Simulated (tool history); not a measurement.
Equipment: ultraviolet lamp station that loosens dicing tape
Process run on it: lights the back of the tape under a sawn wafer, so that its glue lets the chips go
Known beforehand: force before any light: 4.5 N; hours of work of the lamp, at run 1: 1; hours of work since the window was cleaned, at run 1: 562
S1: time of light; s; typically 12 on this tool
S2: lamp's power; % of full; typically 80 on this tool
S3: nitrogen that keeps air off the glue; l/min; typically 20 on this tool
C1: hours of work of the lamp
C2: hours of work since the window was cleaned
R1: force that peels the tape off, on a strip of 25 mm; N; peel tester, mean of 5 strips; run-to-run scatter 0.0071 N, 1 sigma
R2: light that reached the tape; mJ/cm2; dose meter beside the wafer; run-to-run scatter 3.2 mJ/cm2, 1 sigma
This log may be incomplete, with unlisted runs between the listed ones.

run,hour,S1,S2,S3,C1,C2,R1,R2
1,0,12,80,20,1,562,0.296,460
2,23.2,9,80,20,17,578,0.505,342
3,47.4,9,80,20,33,594,0.518,341
4,76.4,9,80,20,53,614,0.513,339
5,92.2,9,80,20,64,625,0.521,340
# hour 101.5: window cleaned of glue's vapour
6,125.6,12,80,34,86,16,0.202,473
7,146.5,12,80,20,101,31,0.266,475
8,166.3,12,66,20,114,44,0.409,397
9,183.7,12,80,10,126,56,0.456,472
10,199.8,12,80,20,137,67,0.269,464
11,232.7,12,80,20,159,90,0.273,469
12,256.8,12,80,31,176,106,0.205,464
13,290.3,12,80,31,199,129,0.219,463
14,313,12,80,31,214,144,0.211,461
15,337.7,10,89,32,231,161,0.254,424
16,365.5,11,93,9,250,180,0.472,488
17,395.3,11,93,9,270,201,0.471,483
18,422.8,11,93,9,289,219,0.478,480
19,439.1,12,80,16,300,231,0.354,453
20,465.9,8,81,20,319,249,0.643,300
21,493.4,16,64,11,337,268,0.424,477
22,510.7,12,86,37,349,279,0.17,474
23,538.3,12,86,37,368,298,0.177,474

Predict each of these 3 candidate next runs independently; none follows another, all start after run 23:
A,561.7,7,80,10,384,314,?,?
B,561.7,12,86,12,384,314,?,?
C,561.7,16,99,6,384,314,?,?

run,R1,R2
A,1.18,261
B,0.393,472
C,0.29,739
Without the tool's hidden state the same runs would have given:
run,R1,R2
A,1.022,290
B,0.316,526
C,0.236,823
